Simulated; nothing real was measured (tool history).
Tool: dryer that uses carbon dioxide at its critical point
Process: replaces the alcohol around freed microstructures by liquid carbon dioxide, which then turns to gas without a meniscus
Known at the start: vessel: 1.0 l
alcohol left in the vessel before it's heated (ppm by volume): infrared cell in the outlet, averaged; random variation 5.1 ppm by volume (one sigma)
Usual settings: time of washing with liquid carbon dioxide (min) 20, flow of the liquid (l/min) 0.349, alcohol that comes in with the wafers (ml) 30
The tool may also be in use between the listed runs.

run,hour,time of washing with liquid carbon dioxide (min),flow of the liquid (l/min),alcohol that comes in with the wafers (ml),alcohol left in the vessel before it's heated (ppm by volume)
1,0.0,20,0.349,30,81
2,10.7,20,0.349,30,95
3,16.2,20,0.349,30,88
4,21.4,20,0.349,30,95
5,31.4,20,0.536,30,11
6,41.6,20,0.536,30,10
7,52.0,20,0.296,30,196
8,58.1,20,0.349,30,91
9,64.8,20,0.349,30,92
10,75.2,20,0.349,30,93
11,81.0,20,0.349,30,87
12,90.5,20,0.449,30,19
13,96.2,20,0.449,30,29
14,102.5,20,0.449,30,22
15,110.6,20,0.449,30,17
16,120.7,20,0.449,30,25
17,129.3,20,0.449,30,28
18,136.8,20,0.349,30,93
19,142.5,20,0.349,30,89
20,151.1,20,0.349,30,95
21,159.9,20,0.349,30,100
22,170.2,23,0.349,30,50
23,174.9,23,0.349,30,60
24,184.1,23,0.349,25,41
25,193.2,32,0.560,30,12
26,201.5,32,0.560,30,13
27,211.2,32,0.560,30,15
28,217.6,29,0.349,39,21
29,228.1,29,0.222,39,186
30,237.7,29,0.222,39,175
31,245.1,29,0.222,39,183
32,256.5,14,0.328,65,1403
33,267.7,14,0.328,65,1413
34,274.9,14,0.461,74,375
35,281.4,14,0.498,74,258
36,286.7,16,0.411,32,147

Forecast run 37:
37,292.9,16,0.411,32,?

alcohol left in the vessel before it's heated (ppm by volume): 148
Without the tool's hidden state the same run would have given alcohol left in the vessel before it's heated (ppm by volume) 103.
